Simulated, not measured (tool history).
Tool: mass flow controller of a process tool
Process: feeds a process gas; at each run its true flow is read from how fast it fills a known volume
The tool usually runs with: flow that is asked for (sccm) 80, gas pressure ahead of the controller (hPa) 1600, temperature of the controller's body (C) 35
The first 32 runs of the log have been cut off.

run,day,flow that is asked for (sccm),gas pressure ahead of the controller (hPa),temperature of the controller's body (C),hours of work since the controller was set to zero,hours of work since the controller was changed,true flow (%)
33,281.367,16,1600,28,2346,7869,98.92
34,286.242,92,1600,28,2405,7928,98.66
35,295.096,92,1600,28,2511,8034,98.67
36,303.508,55,1510,30,2611,8135,97.88
37,313.850,55,1510,30,2735,8259,97.95
38,325.421,80,1830,26,2874,8397,98.83
39,331.354,24,1890,29,2945,8468,98.78
40,341.554,14,1500,21,3067,8591,100.48

Alternative continuations, all from the tool just after run 40; predict every row:
A,347.388,94,2730,28,3137,8660,?
B,347.388,24,1500,21,3137,8660,?
C,347.388,30,2010,33,3137,8660,?
D,347.388,49,1600,35,3137,8660,?
E,347.388,86,2020,23,3137,8660,?

run,true flow (%)
A,99.74
B,99.22
C,98.28
D,97.47
E,99.43
The same runs, with their run-to-run variation unchanged, on a tool lacking any hidden condition would have given:
run,true flow (%)
A,100.30
B,98.28
C,97.74
D,97.56
E,99.95
